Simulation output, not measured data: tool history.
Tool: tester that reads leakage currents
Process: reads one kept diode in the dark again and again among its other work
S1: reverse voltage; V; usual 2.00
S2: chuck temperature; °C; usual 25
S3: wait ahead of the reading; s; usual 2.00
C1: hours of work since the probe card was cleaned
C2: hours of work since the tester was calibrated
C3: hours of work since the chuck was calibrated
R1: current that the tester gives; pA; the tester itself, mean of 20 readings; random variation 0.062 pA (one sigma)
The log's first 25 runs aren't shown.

run	day	S1	S2	S3	C1	C2	C3	R1
# day 156.567: chuck's temperature calibrated
26	158.425	2.00	32	2.00	343	263	31	21.53
27	165.492	3.23	51	0.41	462	382	150	108.67
28	172.754	3.23	51	0.41	583	504	271	110.81
29	177.425	3.23	51	0.41	662	582	350	112.69
30	182.912	2.00	31	2.00	754	674	442	22.48
31	187.138	4.50	31	2.00	825	745	513	35.96
32	195.438	8.55	35	0.42	964	884	652	77.22
# day 200.071: chuck's temperature calibrated
33	201.321	9.70	29	2.00	1061	981	21	50.77

Forecast each of these 4 alternatives for the next run:
A	209.079	2.98	29	7.72	1191	1111	151	?
B	209.079	8.93	25	2.00	1191	1111	151	?
C	209.079	1.52	29	1.74	1191	1111	151	?
D	209.079	12.98	21	0.99	1191	1111	151	?

run	R1
A	24.73
B	40.53
C	16.87
D	46.43
Without the tool's hidden state the same runs would have given:
run	R1
A	20.08
B	27.33
C	14.41
D	27.58
